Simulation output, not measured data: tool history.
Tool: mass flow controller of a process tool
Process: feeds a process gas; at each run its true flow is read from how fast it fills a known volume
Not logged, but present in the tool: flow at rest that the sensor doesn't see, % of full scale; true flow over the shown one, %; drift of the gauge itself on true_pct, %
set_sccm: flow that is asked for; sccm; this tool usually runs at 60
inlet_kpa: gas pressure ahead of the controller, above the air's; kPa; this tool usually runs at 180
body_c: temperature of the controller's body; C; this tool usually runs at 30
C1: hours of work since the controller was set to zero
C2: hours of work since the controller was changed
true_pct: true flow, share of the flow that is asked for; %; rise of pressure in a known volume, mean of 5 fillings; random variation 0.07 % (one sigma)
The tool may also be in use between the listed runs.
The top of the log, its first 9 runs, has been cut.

run 10 day=46.629 | set_sccm=74 inlet_kpa=180 body_c=30 | C1=2475 C2=2475 | true_pct=98.6
run 11 day=53.496 | set_sccm=74 inlet_kpa=180 body_c=30 | C1=2528 C2=2528 | true_pct=98.62
run 12 day=58.083 | set_sccm=74 inlet_kpa=180 body_c=30 | C1=2563 C2=2563 | true_pct=98.64
run 13 day=64.721 | set_sccm=74 inlet_kpa=180 body_c=30 | C1=2613 C2=2613 | true_pct=98.51
run 14 day=71.812 | set_sccm=27 inlet_kpa=180 body_c=30 | C1=2667 C2=2667 | true_pct=99.69
run 15 day=79.075 | set_sccm=27 inlet_kpa=180 body_c=27 | C1=2723 C2=2723 | true_pct=99.82
run 16 day=85.483 | set_sccm=60 inlet_kpa=180 body_c=20 | C1=2772 C2=2772 | true_pct=98.99
run 17 day=92.325 | set_sccm=60 inlet_kpa=180 body_c=20 | C1=2824 C2=2824 | true_pct=99.1
run 18 day=98.55 | set_sccm=60 inlet_kpa=180 body_c=20 | C1=2871 C2=2871 | true_pct=99.05
run 19 day=102.371 | set_sccm=60 inlet_kpa=159 body_c=30 | C1=2900 C2=2900 | true_pct=98.51
run 20 day=107.317 | set_sccm=60 inlet_kpa=162 body_c=30 | C1=2938 C2=2938 | true_pct=98.73
run 21 day=113.625 | set_sccm=60 inlet_kpa=180 body_c=30 | C1=2986 C2=2986 | true_pct=98.83
run 22 day=118.917 | set_sccm=27 inlet_kpa=154 body_c=25 | C1=3026 C2=3026 | true_pct=99.85
run 23 day=125.929 | set_sccm=60 inlet_kpa=244 body_c=20 | C1=3080 C2=3080 | true_pct=99.38
run 24 day=129.371 | set_sccm=60 inlet_kpa=244 body_c=20 | C1=3106 C2=3106 | true_pct=99.49
-- day=130.112 controller's zero set anew
run 25 day=135.308 | set_sccm=58 inlet_kpa=164 body_c=34 | C1=40 C2=3151 | true_pct=99.13
run 26 day=140.925 | set_sccm=58 inlet_kpa=164 body_c=34 | C1=82 C2=3194 | true_pct=99.17
run 27 day=148.875 | set_sccm=24 inlet_kpa=180 body_c=30 | C1=143 C2=3254 | true_pct=101.38
run 28 day=153.267 | set_sccm=24 inlet_kpa=180 body_c=30 | C1=176 C2=3288 | true_pct=101.43
-- day=154.167 controller's zero set anew, once more
run 29 day=159.558 | set_sccm=40 inlet_kpa=187 body_c=26 | C1=41 C2=3336 | true_pct=97.38
run 30 day=167.312 | set_sccm=66 inlet_kpa=261 body_c=37 | C1=100 C2=3395 | true_pct=97.94
run 31 day=171.267 | set_sccm=132 inlet_kpa=232 body_c=28 | C1=130 C2=3425 | true_pct=98.9

Expected results for the next run?
run 32 day=177.083 | set_sccm=174 inlet_kpa=211 body_c=30 | C1=175 C2=3469 | true_pct=?

{"run 32": {"true_pct": 99.24}}
Take away the tool's hidden state, keep the run-to-run variation as it was, and the same run would have given true_pct 99.48 %.
